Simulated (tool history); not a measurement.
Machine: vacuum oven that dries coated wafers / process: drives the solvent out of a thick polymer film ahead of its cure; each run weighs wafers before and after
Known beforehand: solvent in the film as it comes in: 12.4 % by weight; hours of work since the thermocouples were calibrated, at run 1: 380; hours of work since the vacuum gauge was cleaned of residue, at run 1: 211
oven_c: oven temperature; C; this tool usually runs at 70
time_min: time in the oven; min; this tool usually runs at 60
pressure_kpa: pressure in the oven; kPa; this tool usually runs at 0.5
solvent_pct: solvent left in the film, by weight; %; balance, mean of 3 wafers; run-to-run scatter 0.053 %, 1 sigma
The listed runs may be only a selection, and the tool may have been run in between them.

run    hour  oven_c  time_min  pressure_kpa  hours of work since the thermocouples were calibrated  hours of work since the vacuum gauge was cleaned of residue  solvent_pct
  1       0      70        60           0.5                                                    380                                                          211         1.71
  2    67.6      83        60           0.5                                                    431                                                          263          0.5
  3   126.2      83        60           0.5                                                    475                                                          307         0.55
  4   193.3      64        60           0.5                                                    526                                                          357          2.8
  5   231.9      64        60           0.5                                                    555                                                          387         2.84
  6     283      83        60           0.5                                                    594                                                          425         0.53
  7   341.4      83        60           0.5                                                    638                                                          469         0.56
  8   408.4      70        60           0.5                                                    688                                                          520         1.78
  9   476.7      70        56           0.5                                                    740                                                          571         2.02
 10   517.6      70        56           0.5                                                    771                                                          602         2.02
 11   564.6      70        60         1.904                                                    806                                                          638         2.63
 12   630.5      70        60         1.904                                                    856                                                          687         2.59
 13   692.1      70        60         1.904                                                    902                                                          734          2.7
 14   753.5      70        60         1.904                                                    949                                                          780         2.78
 15   793.2      70        60         0.974                                                    979                                                          810         2.07
      835.8  -- oven's thermocouples calibrated
 16     841      70        60         0.974                                                      4                                                          845         2.11
 17   869.2      70        83           0.5                                                     25                                                          866         1.08
 18   930.9      70        83           0.5                                                     72                                                          912         0.99
 19   965.2      70        83           0.5                                                     98                                                          938         1.04
 20  1007.4      74        60           0.5                                                    130                                                          970         1.36
 21  1040.7      70        57           0.5                                                    155                                                          995         1.98
 22  1076.4      70        60           0.5                                                    182                                                         1022         1.84
 23  1137.2      70       100           0.5                                                    227                                                         1068         0.82
 24  1174.4      70        60           0.5                                                    256                                                         1096         1.77
 25  1240.6      70        96           0.5                                                    305                                                         1146         0.78
 26  1272.6      70        96           0.5                                                    330                                                         1170         0.82
 27  1326.8      70        78         1.921                                                    371                                                         1211         2.05
 28  1380.7      70        78         1.921                                                    411                                                         1252         2.09
 29  1444.2      70        42         0.636                                                    459                                                         1300         3.14
 30  1492.6      70        60         1.533                                                    496                                                         1336         2.42
 31  1524.4      70        92           0.5                                                    520                                                         1360         0.84
 32  1590.3      70        92           0.5                                                    569                                                         1410         0.91
 33  1636.6      70        92           0.5                                                    604                                                         1445         0.85
 34  1678.8      70        92           0.5                                                    636                                                         1477         0.85
 35  1735.6      80        54         0.334                                                    679                                                         1520         0.83
 36  1783.3      60        60           0.5                                                    715                                                         1556          3.6
 37  1841.9      70        66           0.5                                                    759                                                         1600         1.61
 38    1894      70        66           0.5                                                    799                                                         1639         1.62
 39  1944.7      81        83         0.592                                                    837                                                         1677         0.43
 40  2010.7      70        98           0.5                                                    887                                                         1727          0.7
 41  2049.4      73        72         0.925                                                    916                                                         1756         1.25
 42    2111      71        33         0.925                                                    962                                                         1803         3.78
 43    2144      71        33         0.925                                                    987                                                         1828         3.82
     2175.8  -- oven's thermocouples calibrated
 44  2175.9      71        34         0.925                                                      0                                                         1850         3.82
 45    2239      67        79         0.757                                                     48                                                         1898          1.7
 46  2272.3      73        79         0.757                                                     73                                                         1923         0.96
 47  2324.2      73        79         0.757                                                    112                                                         1962         0.97
 48  2372.4      69        55         0.746                                                    148                                                         1999         2.45

How the hidden state differs across the entries between the runs, from the last listed run before each to the first after it:
In the gap between runs 15 and 16: oven's thermocouples calibrated (hour 835.8)
  true wafer temperature over the reading, C: 0.05 -> 0
In the gap between runs 43 and 44: oven's thermocouples calibrated (hour 2175.8)
  true wafer temperature over the reading, C: 0.05 -> 0.02
